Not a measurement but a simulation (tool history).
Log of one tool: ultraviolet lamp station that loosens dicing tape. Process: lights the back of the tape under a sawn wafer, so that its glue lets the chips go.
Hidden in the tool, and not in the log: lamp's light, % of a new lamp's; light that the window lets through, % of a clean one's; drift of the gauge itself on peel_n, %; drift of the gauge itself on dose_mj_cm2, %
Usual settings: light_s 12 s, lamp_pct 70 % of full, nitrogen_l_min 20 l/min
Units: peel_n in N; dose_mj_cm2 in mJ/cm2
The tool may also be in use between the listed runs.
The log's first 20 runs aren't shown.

run,hour,light_s,lamp_pct,nitrogen_l_min,hours of work of the lamp,hours of work since the window was cleaned,peel_n,dose_mj_cm2
21,565.8,12,62,20,352,79,1.346,234
22,597.9,12,62,20,365,92,1.287,230
23,635.5,12,68,39,380,108,0.823,250
24,660,12,68,39,390,118,0.864,244
25,682,12,62,39,399,127,1.016,222
26,698.8,6,76,39,406,134,1.985,136
27,715.8,15,66,39,413,141,0.617,299
28,736.5,8,67,19,422,149,2.092,161
29,761,8,67,19,432,159,2.177,156
30,790.5,9,94,7,444,171,2.073,246
31,816.5,10,70,10,455,182,2.23,202
32,848.8,22,80,11,468,195,0.536,502
33,882.6,20,67,11,482,209,0.919,376
34,911.2,7,67,14,494,221,2.852,131
35,935,7,73,14,503,231,2.713,140
36,959.5,8,73,20,513,241,2.004,159
37,997.2,8,73,20,529,256,2.149,159
38,1032.6,12,70,18,543,271,1.465,222
39,1048.9,11,74,16,550,277,1.637,220
40,1078.8,22,68,12,562,290,0.804,398
41,1095.9,22,68,12,569,297,0.831,393

Run 42 comes next. What will it give?
42,1128.3,9,70,14,583,310,?,?

peel_n: 2.352 N
dose_mj_cm2: 166 mJ/cm2
Without the tool's hidden state the same run would have given peel_n 1.595 N, dose_mj_cm2 237 mJ/cm2.

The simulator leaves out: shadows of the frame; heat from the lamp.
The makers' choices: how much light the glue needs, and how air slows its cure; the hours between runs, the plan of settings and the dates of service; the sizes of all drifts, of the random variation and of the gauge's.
